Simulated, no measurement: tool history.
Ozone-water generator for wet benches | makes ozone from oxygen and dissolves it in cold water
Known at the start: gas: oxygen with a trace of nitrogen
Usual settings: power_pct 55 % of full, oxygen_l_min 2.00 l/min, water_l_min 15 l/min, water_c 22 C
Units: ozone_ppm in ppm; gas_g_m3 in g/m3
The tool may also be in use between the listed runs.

run	hour	power_pct	oxygen_l_min	water_l_min	water_c	ozone_ppm	gas_g_m3
1	0.0	55	2.00	15	22	10.3	136.2
2	40.5	50	2.00	15	22	9.9	128.5
3	77.9	50	2.00	15	22	9.8	127.4
4	108.0	50	2.00	15	22	9.8	127.5
5	143.0	55	2.20	15	22	10.6	132.4
6	207.9	55	2.20	15	22	10.8	131.1
7	255.3	55	2.00	15	22	10.4	136.2
8	314.8	55	2.00	15	22	10.4	137.4
9	363.5	55	2.00	15	22	10.5	136.6
10	395.9	55	2.00	15	22	10.4	136.3
11	431.7	53	2.00	19	29	7.8	133.0
12	462.3	53	2.00	19	29	7.7	133.5
13	499.4	93	2.85	15	22	16.2	167.3
14	554.0	93	2.85	15	22	16.0	167.3
15	592.4	76	3.09	13	22	15.6	142.1
16	646.6	59	2.43	10	28	14.0	133.2
17	693.7	59	2.43	10	28	13.8	132.0

Forecast each of these 5 alternatives for the next run:
A	735.6	86	2.00	15	14	?	?
B	735.6	55	2.20	15	19	?	?
C	735.6	41	2.29	15	20	?	?
D	735.6	75	2.39	15	28	?	?
E	735.6	55	3.53	9	22	?	?

run	ozone_ppm	gas_g_m3
A	14.7	181.4
B	11.0	132.5
C	9.2	107.9
D	12.4	155.8
E	16.3	112.8
Without the tool's hidden state the same runs would have given:
run	ozone_ppm	gas_g_m3
A	14.9	181.9
B	11.2	132.7
C	9.3	108.1
D	12.6	156.1
E	16.5	113.0
